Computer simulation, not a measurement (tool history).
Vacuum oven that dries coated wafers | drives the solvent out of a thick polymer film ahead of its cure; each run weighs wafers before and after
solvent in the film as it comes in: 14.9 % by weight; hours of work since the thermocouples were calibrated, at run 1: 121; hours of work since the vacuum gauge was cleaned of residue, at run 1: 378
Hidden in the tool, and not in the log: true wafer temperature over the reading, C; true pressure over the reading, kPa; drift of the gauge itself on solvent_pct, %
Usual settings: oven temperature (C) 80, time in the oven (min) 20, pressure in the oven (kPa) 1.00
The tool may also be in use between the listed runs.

run,day,oven temperature (C),time in the oven (min),pressure in the oven (kPa),hours of work since the thermocouples were calibrated,hours of work since the vacuum gauge was cleaned of residue,solvent left in the film (%)
1,0.000,80,20,1.00,121,378,1.80
2,0.600,80,20,1.00,127,384,1.81
3,1.396,80,20,1.00,135,391,1.81
4,2.004,80,26,1.00,141,397,1.12
5,2.825,80,26,1.00,149,406,1.26
# day 3.008: oven's thermocouples calibrated
6,3.958,79,26,1.00,9,416,1.24
7,5.192,79,26,1.00,22,428,1.22
# day 5.829: oven's thermocouples calibrated, once more
8,6.454,95,26,3.49,6,440,0.70
9,7.250,95,26,3.49,14,448,0.64
10,8.654,88,19,1.22,28,461,1.02
11,9.912,66,19,1.22,40,474,4.46

3 ways to go on from here, each from the tool as it stands after run 11. What would each give?
A,10.588,77,20,1.00,47,481,?
B,10.588,80,19,0.68,47,481,?
C,10.588,80,35,0.54,47,481,?

run,solvent left in the film (%)
A,2.18
B,1.77
C,0.46
Without the tool's hidden state the same runs would have given:
run,solvent left in the film (%)
A,2.22
B,1.81
C,0.44
